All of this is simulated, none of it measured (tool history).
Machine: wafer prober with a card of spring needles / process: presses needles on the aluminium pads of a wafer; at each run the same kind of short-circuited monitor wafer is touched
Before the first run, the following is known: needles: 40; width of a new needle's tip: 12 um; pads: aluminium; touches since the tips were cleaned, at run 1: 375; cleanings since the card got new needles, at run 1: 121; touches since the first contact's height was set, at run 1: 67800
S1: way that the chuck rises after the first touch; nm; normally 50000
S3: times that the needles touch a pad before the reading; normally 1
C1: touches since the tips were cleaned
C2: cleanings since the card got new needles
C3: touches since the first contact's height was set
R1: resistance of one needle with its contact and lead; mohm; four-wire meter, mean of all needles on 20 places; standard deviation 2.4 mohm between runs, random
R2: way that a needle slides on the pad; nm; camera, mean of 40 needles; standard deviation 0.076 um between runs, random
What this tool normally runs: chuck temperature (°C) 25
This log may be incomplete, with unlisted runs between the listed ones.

run 1 hour=0.0 | S1=50000 chuck_temperature_(°C)=25 S3=1 | C1=375 C2=121 C3=67800 | R1=297 R2=10760
-- hour=3.5 tips cleaned on abrasive film
-- hour=8.0 tips cleaned on abrasive film
run 2 hour=10.9 | S1=50000 chuck_temperature_(°C)=25 S3=1 | C1=1462 C2=123 C3=73180 | R1=338 R2=10620
-- hour=12.0 tips cleaned on abrasive film
-- hour=16.5 tips cleaned on abrasive film
-- hour=21.1 tips cleaned on abrasive film
run 3 hour=24.7 | S1=50000 chuck_temperature_(°C)=25 S3=1 | C1=1807 C2=126 C3=79912 | R1=362 R2=10670
-- hour=25.7 tips cleaned on abrasive film
-- hour=30.2 tips cleaned on abrasive film
-- hour=34.6 tips cleaned on abrasive film
run 4 hour=34.6 | S1=50000 chuck_temperature_(°C)=25 S3=1 | C1=0 C2=129 C3=84720 | R1=279 R2=10560
-- hour=39.1 tips cleaned on abrasive film
-- hour=43.9 tips cleaned on abrasive film
-- hour=48.6 tips cleaned on abrasive film
run 5 hour=49.9 | S1=50000 chuck_temperature_(°C)=25 S3=1 | C1=684 C2=132 C3=92245 | R1=318 R2=10470
-- hour=52.7 tips cleaned on abrasive film
-- hour=57.3 tips cleaned on abrasive film
-- hour=62.0 tips cleaned on abrasive film
run 6 hour=62.9 | S1=50000 chuck_temperature_(°C)=25 S3=1 | C1=469 C2=135 C3=98599 | R1=306 R2=10370
-- hour=66.4 tips cleaned on abrasive film
-- hour=66.7 height of the first contact set anew
-- hour=71.3 tips cleaned on abrasive film
-- hour=76.0 tips cleaned on abrasive film
run 7 hour=77.3 | S1=50000 chuck_temperature_(°C)=25 S3=1 | C1=614 C2=138 C3=5175 | R1=311 R2=11130
-- hour=80.1 tips cleaned on abrasive film
-- hour=84.7 tips cleaned on abrasive film
-- hour=89.4 tips cleaned on abrasive film
run 8 hour=92.7 | S1=50000 chuck_temperature_(°C)=25 S3=3 | C1=1646 C2=141 C3=12760 | R1=296 R2=11030
-- hour=93.5 tips cleaned on abrasive film
-- hour=98.2 tips cleaned on abrasive film
-- hour=102.0 tips cleaned on abrasive film
run 9 hour=102.7 | S1=69000 chuck_temperature_(°C)=25 S3=1 | C1=347 C2=144 C3=17586 | R1=282 R2=15200
-- hour=106.4 tips cleaned on abrasive film
-- hour=111.1 tips cleaned on abrasive film
run 10 hour=111.8 | S1=69000 chuck_temperature_(°C)=25 S3=1 | C1=344 C2=146 C3=22041 | R1=285 R2=15260
-- hour=115.5 tips cleaned on abrasive film
-- hour=119.3 tips cleaned on abrasive film
-- hour=123.9 tips cleaned on abrasive film
run 11 hour=124.8 | S1=69000 chuck_temperature_(°C)=25 S3=1 | C1=479 C2=149 C3=28436 | R1=293 R2=15390
-- hour=128.5 tips cleaned on abrasive film
-- hour=133.2 tips cleaned on abrasive film
-- hour=137.0 tips cleaned on abrasive film
run 12 hour=137.0 | S1=50000 chuck_temperature_(°C)=25 S3=1 | C1=0 C2=152 C3=34369 | R1=280 R2=10900
-- hour=140.8 tips cleaned on abrasive film
-- hour=145.5 tips cleaned on abrasive film
-- hour=150.0 tips cleaned on abrasive film
run 13 hour=150.0 | S1=50000 chuck_temperature_(°C)=25 S3=1 | C1=36 C2=155 C3=40759 | R1=281 R2=10740
-- hour=154.4 tips cleaned on abrasive film
-- hour=159.0 tips cleaned on abrasive film
-- hour=163.7 tips cleaned on abrasive film
run 14 hour=166.0 | S1=50000 chuck_temperature_(°C)=25 S3=1 | C1=1159 C2=158 C3=48619 | R1=337 R2=10800
-- hour=168.0 tips cleaned on abrasive film
-- hour=172.5 tips cleaned on abrasive film
run 15 hour=174.1 | S1=41000 chuck_temperature_(°C)=85 S3=1 | C1=778 C2=160 C3=52537 | R1=357 R2=8790
-- hour=176.9 tips cleaned on abrasive film
-- hour=181.5 tips cleaned on abrasive film
run 16 hour=184.7 | S1=41000 chuck_temperature_(°C)=85 S3=1 | C1=1600 C2=162 C3=57768 | R1=412 R2=8690
-- hour=185.6 tips cleaned on abrasive film
-- hour=190.3 tips cleaned on abrasive film
-- hour=194.8 tips cleaned on abrasive film
run 17 hour=197.2 | S1=41000 chuck_temperature_(°C)=85 S3=1 | C1=1191 C2=165 C3=63847 | R1=386 R2=8640
-- hour=199.1 tips cleaned on abrasive film
-- hour=203.5 tips cleaned on abrasive film
-- hour=208.0 tips cleaned on abrasive film
-- hour=211.8 tips cleaned on abrasive film
run 18 hour=212.0 | S1=56000 chuck_temperature_(°C)=85 S3=1 | C1=65 C2=169 C3=71055 | R1=298 R2=12080
-- hour=216.5 tips cleaned on abrasive film
-- hour=221.2 tips cleaned on abrasive film
run 19 hour=222.4 | S1=56000 chuck_temperature_(°C)=85 S3=1 | C1=635 C2=171 C3=76199 | R1=321 R2=11890
-- hour=225.2 tips cleaned on abrasive film
-- hour=229.8 tips cleaned on abrasive film
run 20 hour=230.6 | S1=49000 chuck_temperature_(°C)=39 S3=1 | C1=381 C2=173 C3=80158 | R1=320 R2=10490
-- hour=234.3 tips cleaned on abrasive film
-- hour=238.8 tips cleaned on abrasive film
run 21 hour=239.8 | S1=35000 chuck_temperature_(°C)=25 S3=2 | C1=484 C2=175 C3=84679 | R1=333 R2=7160
-- hour=242.7 tips cleaned on abrasive film
-- hour=246.4 tips cleaned on abrasive film
-- hour=250.8 tips cleaned on abrasive film
run 22 hour=254.5 | S1=35000 chuck_temperature_(°C)=64 S3=1 | C1=1828 C2=178 C3=91871 | R1=470 R2=7140
-- hour=255.2 tips cleaned on abrasive film
-- hour=259.8 tips cleaned on abrasive film
-- hour=264.0 tips cleaned on abrasive film
-- hour=268.8 tips cleaned on abrasive film
run 23 hour=270.3 | S1=51000 chuck_temperature_(°C)=123 S3=2 | C1=782 C2=182 C3=99615 | R1=335 R2=10680
-- hour=272.4 height of the first contact set anew
-- hour=273.5 tips cleaned on abrasive film
-- hour=278.0 tips cleaned on abrasive film
-- hour=282.4 tips cleaned on abrasive film
run 24 hour=283.7 | S1=51000 chuck_temperature_(°C)=30 S3=2 | C1=652 C2=185 C3=5480 | R1=294 R2=11310
-- hour=286.5 tips cleaned on abrasive film
-- hour=291.3 tips cleaned on abrasive film
run 25 hour=293.0 | S1=50000 chuck_temperature_(°C)=108 S3=1 | C1=863 C2=187 C3=10037 | R1=356 R2=11130
-- hour=295.4 tips cleaned on abrasive film
-- hour=300.1 tips cleaned on abrasive film
run 26 hour=301.9 | S1=43000 chuck_temperature_(°C)=78 S3=1 | C1=854 C2=189 C3=14380 | R1=366 R2=9540
-- hour=304.7 tips cleaned on abrasive film
-- hour=309.1 tips cleaned on abrasive film
run 27 hour=312.5 | S1=42000 chuck_temperature_(°C)=70 S3=1 | C1=1708 C2=191 C3=19626 | R1=402 R2=9170
-- hour=313.6 tips cleaned on abrasive film
-- hour=318.3 tips cleaned on abrasive film
-- hour=322.1 tips cleaned on abrasive film
-- hour=326.4 tips cleaned on abrasive film
run 28 hour=326.4 | S1=42000 chuck_temperature_(°C)=70 S3=1 | C1=0 C2=195 C3=26384 | R1=289 R2=9090

What if the next run were any one of these 5? Each begins from the tool's condition after run 28:
-- hour=331.1 tips cleaned on abrasive film
-- hour=335.6 tips cleaned on abrasive film
run A hour=337.2 | S1=44000 chuck_temperature_(°C)=36 S3=1 | C1=782 C2=197 C3=31650 | R1=? R2=?
-- hour=331.1 tips cleaned on abrasive film
-- hour=335.6 tips cleaned on abrasive film
run B hour=337.2 | S1=36000 chuck_temperature_(°C)=25 S3=2 | C1=782 C2=197 C3=31650 | R1=? R2=?
-- hour=331.1 tips cleaned on abrasive film
-- hour=335.6 tips cleaned on abrasive film
run C hour=337.2 | S1=44000 chuck_temperature_(°C)=29 S3=1 | C1=782 C2=197 C3=31650 | R1=? R2=?
-- hour=331.1 tips cleaned on abrasive film
-- hour=335.6 tips cleaned on abrasive film
run D hour=337.2 | S1=64000 chuck_temperature_(°C)=92 S3=2 | C1=782 C2=197 C3=31650 | R1=? R2=?
-- hour=331.1 tips cleaned on abrasive film
-- hour=335.6 tips cleaned on abrasive film
run E hour=337.2 | S1=42000 chuck_temperature_(°C)=30 S3=3 | C1=782 C2=197 C3=31650 | R1=? R2=?

run=A R1=349 R2=9600
run=B R1=337 R2=7880
run=C R1=350 R2=9630
run=D R1=308 R2=14140
run=E R1=308 R2=9270
Had the tool no hidden state, the same runs would have come out as:
run=A R1=275 R2=9830
run=B R1=271 R2=8100
run=C R1=275 R2=9860
run=D R1=285 R2=14370
run=E R1=276 R2=9500

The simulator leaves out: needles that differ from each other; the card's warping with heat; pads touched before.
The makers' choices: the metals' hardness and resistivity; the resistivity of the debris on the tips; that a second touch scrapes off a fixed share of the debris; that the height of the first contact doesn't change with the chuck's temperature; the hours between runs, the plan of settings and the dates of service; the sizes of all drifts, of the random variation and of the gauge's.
